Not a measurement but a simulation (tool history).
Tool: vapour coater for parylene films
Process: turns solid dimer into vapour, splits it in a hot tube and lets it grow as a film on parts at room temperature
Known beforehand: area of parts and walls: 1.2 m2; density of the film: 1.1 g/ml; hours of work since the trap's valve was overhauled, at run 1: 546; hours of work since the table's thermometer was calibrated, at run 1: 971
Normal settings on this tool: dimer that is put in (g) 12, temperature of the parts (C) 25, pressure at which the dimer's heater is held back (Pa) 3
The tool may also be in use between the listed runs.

run,day,dimer that is put in (g),temperature of the parts (C),pressure at which the dimer's heater is held back (Pa),hours of work since the trap's valve was overhauled,hours of work since the table's thermometer was calibrated,thickness of the film (um)
1,0,12,25,3,546,971,6.97
2,1.146,12,25,6.54,565,990,6.14
3,2.688,12,25,6.54,591,1016,6.17
4,3.596,12,25,3,606,1031,6.88
5,4.483,12,25,3,621,1046,6.87
6,5.342,12,25,3,635,1060,6.87
# day 5.7: trap's valve overhauled
7,6.358,12,25,3,11,1074,7.4
8,7.788,7,34,3,35,1098,3.28
9,9.317,6,21,9.36,60,1123,3.52
10,10.062,8,21,9.36,73,1136,4.68
11,10.758,16,25,3.68,84,1148,9.52
12,11.65,16,25,4.61,99,1162,9.19
13,12.454,16,25,4.61,113,1176,9.17

Same runs, no hidden state in the tool, same run-to-run variation:
The hidden state here: vapour lost through the trap's worn valve, %; true temperature of the parts over the reading, C; drift of the gauge itself on film_um, %.
run,thickness of the film (um)
1,7.44
2,6.56
3,6.62
4,7.4
5,7.4
6,7.42
7,7.39
8,3.29
9,3.54
10,4.71
11,9.6
12,9.28
13,9.27
